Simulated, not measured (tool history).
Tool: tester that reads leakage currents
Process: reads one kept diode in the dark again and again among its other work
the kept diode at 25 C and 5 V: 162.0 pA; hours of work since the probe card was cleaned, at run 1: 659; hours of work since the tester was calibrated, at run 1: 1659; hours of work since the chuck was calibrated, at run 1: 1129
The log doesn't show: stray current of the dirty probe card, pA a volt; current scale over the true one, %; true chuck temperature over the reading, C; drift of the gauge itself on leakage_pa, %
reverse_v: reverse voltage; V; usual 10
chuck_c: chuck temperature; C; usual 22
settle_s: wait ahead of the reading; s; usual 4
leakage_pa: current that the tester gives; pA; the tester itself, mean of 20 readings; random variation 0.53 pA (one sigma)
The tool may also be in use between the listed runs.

run,hour,reverse_v,chuck_c,settle_s,hours of work since the probe card was cleaned,hours of work since the tester was calibrated,hours of work since the chuck was calibrated,leakage_pa
1,0,10,22,4,659,1659,1129,160.93
2,63.6,10,22,4,689,1690,1160,159.89
3,153.9,10,22,4,732,1733,1203,159.05
4,197.4,10,22,8.71,753,1753,1224,159.53
5,262.2,10,22,4,784,1784,1255,158.65
6,306.2,10,22,4,805,1805,1276,158.36
7,385.4,10,22,4,843,1843,1313,158.39
# hour 464.4: chuck's temperature calibrated
8,478.2,10,22,0.51,886,1886,7,185.95
9,529.4,10,22,4,910,1911,31,182.65
10,604.1,10,22,4,946,1947,67,180.13
11,650.3,10,22,4,968,1969,89,181.54
12,689.3,10,22,4,987,1987,107,180.09
13,764.4,10,46,4,1023,2023,143,1404.35
14,806,10,22,0.34,1042,2043,163,186.59
15,894.4,6.8,22,4,1085,2085,205,147.02
# hour 903.3: tester calibrated
16,964.3,10,22,4,1117,29,238,179.32
17,1004.2,10,22,4,1136,48,257,179.68
18,1082.5,10,22,5.98,1173,86,294,178.38
19,1144.9,10,22,7.64,1203,115,324,177.77
20,1188.3,10,22,7.64,1224,136,345,176.37
21,1250.9,10,22,7.64,1254,166,375,176.51
22,1315.9,11.5,22,0.64,1285,197,406,194.27
# hour 1332.1: tester calibrated, once more
23,1355.3,11.6,26,4.43,1303,11,423,265.36
24,1401.8,11.6,26,4.43,1325,33,446,265.69
25,1452.7,10,54,3.64,1349,58,470,2503.98
26,1493.7,10,54,3.64,1369,77,490,2490.08
27,1573.3,3.2,29,0.34,1407,115,528,181.32
28,1659.3,7.9,42,4,1448,156,569,849.09
29,1704.8,11.7,41,4,1470,178,590,951.24
30,1777.8,11.7,27,0.66,1504,213,625,291.74
31,1850.7,10,30,0.67,1539,248,660,346.92
32,1907.6,11.7,34,7.52,1566,275,687,524
33,1967.2,11.7,34,7.52,1595,303,716,521.99
34,2030,1.8,25,2.72,1625,333,746,90.94
35,2104.6,6.4,22,9.77,1661,369,781,131.84
36,2169,3.7,21,4,1691,400,812,90.78
37,2211.2,10,22,0.34,1711,420,832,173.84
38,2272.8,10,51,1.15,1741,449,862,1905.3
39,2353.3,4.2,26,0.55,1779,488,900,153.51
40,2401.2,10,21,0.99,1802,510,923,152.39

Measured less the same run without the tool's hidden state. The same run-to-run variation is in both; the gauge's scatter may not be:
run,leakage_pa
1,-14.18
2,-14.57
3,-15.09
4,-15.53
5,-15.91
6,-16.2
7,-16.8
8,+7.2
9,+6.78
10,+6.17
11,+5.9
12,+5.55
13,+15.65
14,+4.81
15,+2.82
16,+4.92
17,+4.58
18,+3.93
19,+3.43
20,+3.08
21,+2.67
22,+2.86
23,-5.09
24,-5.7
25,-90.68
26,-94.61
27,-7.54
28,-39.53
29,-45.16
30,-11.52
31,-16.89
32,-28.27
33,-29.74
34,-6.03
35,-7.06
36,-5.63
37,-8.37
38,-140.03
39,-11.69
40,-8.27
